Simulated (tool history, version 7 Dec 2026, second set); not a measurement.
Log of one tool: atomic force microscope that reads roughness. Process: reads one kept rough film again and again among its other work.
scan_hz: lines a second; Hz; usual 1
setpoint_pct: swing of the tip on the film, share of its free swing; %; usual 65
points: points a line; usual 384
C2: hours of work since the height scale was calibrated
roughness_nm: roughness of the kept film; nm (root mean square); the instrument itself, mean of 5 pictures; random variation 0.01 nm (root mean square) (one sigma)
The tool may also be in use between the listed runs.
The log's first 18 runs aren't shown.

{"run": 19, "hour": 181.0, "scan_hz": 1, "setpoint_pct": 73, "points": 384, "pictures with this tip": 90, "C2": 223, "roughness_nm": 1.942}
{"run": 20, "hour": 193.2, "scan_hz": 1, "setpoint_pct": 73, "points": 384, "pictures with this tip": 111, "C2": 231, "roughness_nm": 1.878}
{"run": 21, "hour": 199.2, "scan_hz": 1, "setpoint_pct": 65, "points": 384, "pictures with this tip": 121, "C2": 235, "roughness_nm": 1.878}
{"run": 22, "hour": 206.9, "scan_hz": 1, "setpoint_pct": 65, "points": 419, "pictures with this tip": 134, "C2": 239, "roughness_nm": 1.863}
{"run": 23, "hour": 218.6, "scan_hz": 1, "setpoint_pct": 65, "points": 419, "pictures with this tip": 154, "C2": 247, "roughness_nm": 1.795}
{"run": 24, "hour": 227.2, "scan_hz": 1, "setpoint_pct": 65, "points": 419, "pictures with this tip": 169, "C2": 252, "roughness_nm": 1.743}
{"run": 25, "hour": 236.6, "scan_hz": 2.01, "setpoint_pct": 65, "points": 384, "pictures with this tip": 185, "C2": 258, "roughness_nm": 1.626}
{"run": 26, "hour": 245.4, "scan_hz": 1, "setpoint_pct": 65, "points": 384, "pictures with this tip": 200, "C2": 263, "roughness_nm": 1.656}
{"hour": 252.3, "done": "new tip fitted"}
{"run": 27, "hour": 255.4, "scan_hz": 1, "setpoint_pct": 65, "points": 404, "pictures with this tip": 5, "C2": 269, "roughness_nm": 2.335}
{"run": 28, "hour": 264.6, "scan_hz": 1, "setpoint_pct": 64, "points": 384, "pictures with this tip": 21, "C2": 275, "roughness_nm": 2.267}
{"run": 29, "hour": 273.7, "scan_hz": 1, "setpoint_pct": 72, "points": 384, "pictures with this tip": 36, "C2": 281, "roughness_nm": 2.142}

The next listed run, before its measurement:
{"run": 30, "hour": 283.5, "scan_hz": 1, "setpoint_pct": 69, "points": 384, "pictures with this tip": 53, "C2": 287, "roughness_nm": "?"}

roughness_nm: 2.09 nm (root mean square)
Without the tool's hidden state the same run would have given roughness_nm 2.356 nm (root mean square).
